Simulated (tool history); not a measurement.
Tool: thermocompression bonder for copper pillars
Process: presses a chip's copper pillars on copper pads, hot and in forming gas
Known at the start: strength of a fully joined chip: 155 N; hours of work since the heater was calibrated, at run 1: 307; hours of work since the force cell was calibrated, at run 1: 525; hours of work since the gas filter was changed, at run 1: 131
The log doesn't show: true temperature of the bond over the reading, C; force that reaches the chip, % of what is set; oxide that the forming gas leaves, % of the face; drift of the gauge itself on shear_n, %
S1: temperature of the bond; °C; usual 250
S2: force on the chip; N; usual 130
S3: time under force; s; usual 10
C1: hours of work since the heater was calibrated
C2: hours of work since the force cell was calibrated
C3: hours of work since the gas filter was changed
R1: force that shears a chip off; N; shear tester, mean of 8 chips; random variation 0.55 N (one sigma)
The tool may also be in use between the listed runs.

run 1 day=0.000 | S1=250 S2=130 S3=10 | C1=307 C2=525 C3=131 | R1=77.4
run 2 day=1.283 | S1=250 S2=130 S3=10 | C1=325 C2=543 C3=149 | R1=76.4
run 3 day=3.362 | S1=250 S2=130 S3=10 | C1=354 C2=572 C3=178 | R1=75.9
-- day=4.188 forming gas filter changed
run 4 day=4.400 | S1=250 S2=130 S3=10 | C1=368 C2=586 C3=3 | R1=80.7
run 5 day=5.900 | S1=250 S2=130 S3=10 | C1=389 C2=607 C3=24 | R1=80.9
run 6 day=8.038 | S1=250 S2=194 S3=10 | C1=419 C2=637 C3=54 | R1=98.4
run 7 day=10.200 | S1=250 S2=194 S3=10 | C1=449 C2=667 C3=84 | R1=96.6
run 8 day=12.462 | S1=250 S2=130 S3=6 | C1=480 C2=699 C3=115 | R1=65.2
run 9 day=14.650 | S1=250 S2=130 S3=10 | C1=511 C2=729 C3=146 | R1=76.7
run 10 day=16.829 | S1=250 S2=130 S3=10 | C1=541 C2=759 C3=176 | R1=76.0
-- day=17.758 forming gas filter changed
run 11 day=18.050 | S1=250 S2=130 S3=10 | C1=558 C2=776 C3=4 | R1=80.5
run 12 day=19.004 | S1=250 S2=130 S3=10 | C1=571 C2=789 C3=17 | R1=80.9
run 13 day=20.892 | S1=250 S2=130 S3=10 | C1=597 C2=816 C3=44 | R1=79.4
run 14 day=22.471 | S1=250 S2=130 S3=10 | C1=619 C2=837 C3=66 | R1=79.1
run 15 day=23.454 | S1=250 S2=130 S3=10 | C1=633 C2=851 C3=79 | R1=78.3
run 16 day=25.392 | S1=250 S2=130 S3=10 | C1=660 C2=878 C3=106 | R1=77.3
run 17 day=26.338 | S1=250 S2=130 S3=15 | C1=673 C2=891 C3=119 | R1=86.5
run 18 day=27.462 | S1=250 S2=130 S3=15 | C1=689 C2=907 C3=135 | R1=87.7
run 19 day=29.238 | S1=220 S2=130 S3=10 | C1=713 C2=932 C3=160 | R1=48.3
run 20 day=31.196 | S1=250 S2=107 S3=10 | C1=740 C2=959 C3=187 | R1=66.9
-- day=31.358 forming gas filter changed
run 21 day=32.229 | S1=234 S2=91 S3=10 | C1=754 C2=973 C3=12 | R1=51.8
run 22 day=33.388 | S1=261 S2=91 S3=10 | C1=771 C2=989 C3=28 | R1=74.8
run 23 day=34.954 | S1=250 S2=191 S3=10 | C1=792 C2=1011 C3=50 | R1=95.1
run 24 day=36.362 | S1=250 S2=191 S3=10 | C1=812 C2=1030 C3=70 | R1=96.3
run 25 day=38.675 | S1=250 S2=157 S3=9 | C1=844 C2=1063 C3=102 | R1=82.1
run 26 day=39.967 | S1=250 S2=157 S3=9 | C1=862 C2=1081 C3=120 | R1=81.9
run 27 day=40.954 | S1=250 S2=130 S3=10 | C1=876 C2=1094 C3=134 | R1=76.3
run 28 day=42.733 | S1=250 S2=130 S3=5 | C1=901 C2=1119 C3=158 | R1=57.4
run 29 day=43.929 | S1=248 S2=132 S3=6 | C1=917 C2=1136 C3=175 | R1=60.5
-- day=44.883 forming gas filter changed
run 30 day=45.992 | S1=245 S2=130 S3=8 | C1=946 C2=1164 C3=15 | R1=69.3
run 31 day=48.112 | S1=245 S2=130 S3=8 | C1=975 C2=1194 C3=45 | R1=67.8
run 32 day=50.354 | S1=242 S2=130 S3=23 | C1=1006 C2=1225 C3=76 | R1=91.2
run 33 day=51.583 | S1=242 S2=130 S3=23 | C1=1023 C2=1242 C3=93 | R1=90.1

Forecast run 34:
-- day=52.521 force cell calibrated
run 34 day=53.212 | S1=237 S2=144 S3=10 | C1=1045 C2=10 C3=115 | R1=?

R1: 65.3 N
Without the tool's hidden state the same run would have given R1 73.7 N.
